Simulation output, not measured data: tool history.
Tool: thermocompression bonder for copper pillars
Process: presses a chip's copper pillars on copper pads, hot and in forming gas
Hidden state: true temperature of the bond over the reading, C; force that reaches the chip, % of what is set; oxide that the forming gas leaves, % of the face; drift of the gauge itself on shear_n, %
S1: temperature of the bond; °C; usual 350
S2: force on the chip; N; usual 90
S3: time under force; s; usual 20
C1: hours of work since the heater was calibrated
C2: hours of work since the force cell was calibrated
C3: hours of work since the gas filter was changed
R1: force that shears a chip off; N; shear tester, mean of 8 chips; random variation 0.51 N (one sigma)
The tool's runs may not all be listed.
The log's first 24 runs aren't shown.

run	day	S1	S2	S3	C1	C2	C3	R1
25	19.179	324	114	27	230	882	228	57.3
26	20.212	354	114	50	247	898	245	93.1
27	20.683	370	81	24	254	906	252	73
28	21.233	375	89	24	263	915	261	80.3
29	22.312	375	70	14	281	933	279	59.4
30	23.433	375	70	14	299	951	297	59.9
31	24.267	363	70	14	313	965	311	52.1
32	25.217	377	127	16	328	980	326	85.2
33	25.9	353	96	25	339	991	337	69.7
# day 26.088: forming gas filter changed
34	26.642	353	96	25	351	1003	9	68.9
35	27.162	353	96	25	360	1011	17	68.8
36	28.079	353	96	25	375	1026	32	69.9
37	28.554	353	96	25	382	1034	40	69.4
38	29.396	353	96	25	396	1048	54	69.8
39	30.45	353	96	25	413	1065	71	69.7
40	31.025	353	96	25	423	1075	81	70.4

4 ways to go on from here, each from the tool as it stands after run 40. What would each give?
A	31.592	374	105	14	432	1084	90	?
B	31.592	351	74	48	432	1084	90	?
C	31.592	350	108	20	432	1084	90	?
D	31.592	374	88	23	432	1084	90	?

run	R1
A	72.3
B	74.3
C	66.7
D	78.2
Without the tool's hidden state the same runs would have given:
run	R1
A	72.2
B	74.2
C	66.5
D	78
